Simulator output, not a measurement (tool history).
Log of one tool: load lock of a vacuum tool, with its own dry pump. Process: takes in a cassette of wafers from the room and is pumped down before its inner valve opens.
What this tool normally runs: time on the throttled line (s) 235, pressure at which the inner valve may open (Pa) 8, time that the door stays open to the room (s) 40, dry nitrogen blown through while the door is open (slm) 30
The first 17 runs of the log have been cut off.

run      day  time on the throttled line (s)  pressure at which the inner valve may open (Pa)  time that the door stays open to the room (s)  dry nitrogen blown through while the door is open (slm)  hours that the pump has run since its overhaul  times that the door has closed on its seal  incoming humidity of the room's air, %  time from the closed door until the inner valve may open (s)  rise of the pressure with all valves shut (Pa/min)
 18   59.421                             235                                                8                                             40                                                       20                                            9793                                        6309                                    48.9                                                         318.6                                               0.017
 19   64.762                             235                                                8                                             40                                                       20                                            9921                                        6623                                    41.3                                                         317.4                                               0.012
 20   67.271                             235                                                8                                             68                                                       30                                            9981                                        6771                                    43.5                                                         320.8                                               0.017
 21   70.921                             405                                                9                                             81                                                        5                                           10069                                        6986                                    44.3                                                         467.3                                               0.031
 22   74.267                             405                                                9                                             81                                                        5                                           10149                                        7183                                    41.9                                                         471.6                                               0.025
 23   78.933                             235                                                7                                            117                                                       30                                           10261                                        7458                                    48.8                                                         320.1                                               0.019
 24   81.158                             235                                                7                                            117                                                       30                                           10315                                        7589                                    44.7                                                         320.7                                               0.019
 25   84.800                             235                                                7                                            173                                                       30                                           10402                                        7803                                    44.2                                                         321.4                                               0.016
 26   87.138                             235                                                7                                            173                                                       30                                           10458                                        7941                                    44.6                                                         321.1                                               0.023
 27   91.004                             135                                               10                                             42                                                       43                                           10551                                        8169                                    47.7                                                         228.3                                               0.008
 28   94.038                             263                                                8                                             76                                                        5                                           10624                                        8347                                    47.7                                                         344.8                                               0.030
 29   98.150                             263                                               11                                             76                                                       28                                           10723                                        8590                                    45.2                                                         340.6                                               0.014
 30  101.325                             263                                               11                                             76                                                       28                                           10799                                        8776                                    44.9                                                         339.1                                               0.012
 31  106.354                             235                                               13                                             31                                                       20                                           10919                                        9072                                    41.6                                                         312.6                                               0.010
 32  108.550                             199                                               13                                             31                                                       20                                           10972                                        9202                                    46.9                                                         280.9                                               0.013
 33  111.008                             272                                                7                                             48                                                       13                                           11031                                        9347                                    44.1                                                         356.3                                               0.021
 34  113.758                             235                                                8                                             57                                                       30                                           11097                                        9509                                    44.0                                                         319.9                                               0.010
 35  119.054                             235                                               10                                             61                                                       30                                           11224                                        9821                                    46.2                                                         319.1                                               0.018
 36  122.296                             235                                               10                                             61                                                       30                                           11302                                       10011                                    43.6                                                         315.4                                               0.012
 37  126.258                             235                                                9                                            126                                                       13                                           11397                                       10245                                    47.9                                                         319.0                                               0.033
 38  129.117                             329                                               12                                             40                                                       30                                           11466                                       10413                                    48.2                                                         397.5                                               0.013

Below are 3 alternative next runs, each starting from the tool's condition after run 38. Predict each:
  A  133.738                             235                                                8                                            132                                                       30                                           11577                                       10685                                    43.7                                                             ?                                                   ?
  B  133.738                             462                                               12                                             40                                                       25                                           11577                                       10685                                    43.7                                                             ?                                                   ?
  C  133.738                             235                                                8                                             40                                                       30                                           11577                                       10685                                    45.1                                                             ?                                                   ?

run  time from the closed door until the inner valve may open (s)  rise of the pressure with all valves shut (Pa/min)
  A                                                         320.9                                               0.026
  B                                                         518.9                                               0.009
  C                                                         320.1                                               0.009
Without the tool's hidden state the same runs would have given:
run  time from the closed door until the inner valve may open (s)  rise of the pressure with all valves shut (Pa/min)
  A                                                         320.8                                               0.025
  B                                                         518.8                                               0.008
  C                                                         319.9                                               0.009

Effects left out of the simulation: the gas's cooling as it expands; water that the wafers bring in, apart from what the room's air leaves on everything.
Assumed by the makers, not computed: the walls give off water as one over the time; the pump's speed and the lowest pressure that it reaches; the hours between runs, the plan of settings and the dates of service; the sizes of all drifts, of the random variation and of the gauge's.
